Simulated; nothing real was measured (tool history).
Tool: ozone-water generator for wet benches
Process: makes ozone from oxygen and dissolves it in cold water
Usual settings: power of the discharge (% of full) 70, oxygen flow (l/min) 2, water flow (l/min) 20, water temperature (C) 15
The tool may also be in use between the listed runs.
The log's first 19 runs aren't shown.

run   hour  power of the discharge (% of full)  oxygen flow (l/min)  water flow (l/min)  water temperature (C)  hours of work since the electrodes were changed  hours of work since the contactor was cleaned  hours of work since the thermometer was calibrated  dissolved ozone (ppm)  ozone in the gas ahead of the water (g/m3)
 20  598.2                                  70                    2                  20                     11                                             1206                                           1469                                                4327                   12.6                                         192
 21  629.5                                  87                 1.28                  21                     15                                             1231                                           1494                                                4352                   12.7                                       300.9
 22  673.5                                  87                 1.28                  21                      9                                             1265                                           1528                                                4386                   13.1                                       298.9
 23  694.2                                  75                 1.05                  24                     15                                             1281                                           1544                                                4402                    9.4                                       297.8
 24  723.6                                  75                 1.05                  24                     15                                             1304                                           1567                                                4425                    9.1                                       297.7
 25  767.8                                  75                 1.05                  24                     14                                             1339                                           1602                                                4460                    9.3                                       298.1
 26  810.7                                  75                 1.05                  24                     13                                             1373                                           1636                                                4494                    9.4                                       298.7
 27  831.9                                  51                 1.08                  24                     13                                             1389                                           1652                                                4510                    6.8                                       216.1
 28  870.6                                  70                    2                  29                     15                                             1420                                           1683                                                4541                    8.5                                       192.4
 29  914.1                                  70                    2                  29                     15                                             1454                                           1717                                                4575                    8.5                                       190.3
 30  957.8                                  70                  1.6                  16                     15                                             1488                                           1751                                                4609                   14.6                                       221.4
 31  981.9                                  54                 2.62                  23                     15                                             1507                                           1770                                                4628                    9.3                                       133.6
 32   1013                                  54                 1.74                  23                     21                                             1531                                           1794                                                4652                    8.1                                       170.7

4 ways to go on from here, each from the tool as it stands after run 32. What would each give?
  A  1038.8                                  54                 1.81                  20                      8                                             1552                                           1815                                                4673                      ?                                           ?
  B  1038.8                                  54                 1.74                  25                     21                                             1552                                           1815                                                4673                      ?                                           ?
  C  1038.8                                  70                    2                  18                     15                                             1552                                           1815                                                4673                      ?                                           ?
  D  1038.8                                  66                 2.55                  23                     20                                             1552                                           1815                                                4673                      ?                                           ?

run  dissolved ozone (ppm)  ozone in the gas ahead of the water (g/m3)
  A                   10.2                                       165.6
  B                    7.5                                       169.8
  C                   13.4                                       191.5
  D                   10.2                                       160.7
Without the tool's hidden state the same runs would have given:
run  dissolved ozone (ppm)  ozone in the gas ahead of the water (g/m3)
  A                   10.2                                       165.7
  B                    7.5                                       169.9
  C                   13.5                                       191.6
  D                   10.2                                       160.8

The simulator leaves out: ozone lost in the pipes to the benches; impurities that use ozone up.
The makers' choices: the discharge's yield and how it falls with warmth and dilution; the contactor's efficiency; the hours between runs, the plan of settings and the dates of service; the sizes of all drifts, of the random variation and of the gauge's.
